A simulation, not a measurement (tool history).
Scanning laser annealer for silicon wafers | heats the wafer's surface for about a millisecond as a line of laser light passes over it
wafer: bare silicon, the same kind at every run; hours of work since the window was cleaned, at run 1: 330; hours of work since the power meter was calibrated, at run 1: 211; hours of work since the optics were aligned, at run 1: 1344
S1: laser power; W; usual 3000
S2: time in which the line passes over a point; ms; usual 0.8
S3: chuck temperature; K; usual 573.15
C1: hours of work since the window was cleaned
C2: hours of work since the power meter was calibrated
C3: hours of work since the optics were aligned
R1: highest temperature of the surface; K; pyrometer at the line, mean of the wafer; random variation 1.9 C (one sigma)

run,hour,S1,S2,S3,C1,C2,C3,R1
1,0,3000,0.8,573.15,330,211,1344,1402.15
2,5.5,3000,0.8,573.15,333,214,1348,1405.15
3,14.7,3000,0.8,573.15,339,220,1353,1406.15
4,22.8,3000,0.8,573.15,343,224,1358,1404.15
5,29.6,3000,0.8,573.15,347,228,1362,1402.15
6,37.9,2873,0.8,573.15,352,233,1366,1359.15
7,46.5,2873,0.8,573.15,357,238,1371,1358.15
8,51.1,2873,0.8,573.15,360,241,1374,1360.15
9,56.6,3000,0.8,538.15,363,244,1377,1369.15
10,64.6,3000,0.8,538.15,368,249,1382,1369.15
11,73,3000,0.8,573.15,373,254,1387,1401.15
12,77.1,3000,0.8,573.15,375,256,1389,1403.15
13,81.9,3000,0.8,570.15,378,259,1392,1399.15
14,86.8,3000,0.808,573.15,381,262,1395,1404.15
15,90.9,3000,0.808,573.15,383,264,1397,1409.15
16,94.8,2795,0.918,601.15,385,266,1399,1419.15
17,102.3,2795,0.918,601.15,390,271,1404,1419.15
18,108.4,2795,0.834,608.15,393,274,1407,1384.15
19,116.9,3063,0.8,573.15,398,279,1412,1421.15
20,122.2,3063,0.8,573.15,401,282,1415,1427.15
21,129.3,3234,0.8,573.15,405,286,1419,1492.15
22,133.3,3234,0.564,573.15,408,289,1422,1326.15
23,142.6,2587,0.629,565.15,413,294,1427,1165.15
24,148.6,2587,0.581,585.15,416,297,1431,1155.15

Forecast each of these 4 alternatives for the next run:
A,156.7,2587,0.882,585.15,421,302,1435,?
B,156.7,3025,0.76,559.15,421,302,1435,?
C,156.7,2587,0.822,600.15,421,302,1435,?
D,156.7,2919,0.581,585.15,421,302,1435,?

run,R1
A,1311.15
B,1377.15
C,1295.15
D,1250.15
Without the tool's hidden state the same runs would have given:
run,R1
A,1313.15
B,1379.15
C,1297.15
D,1252.15
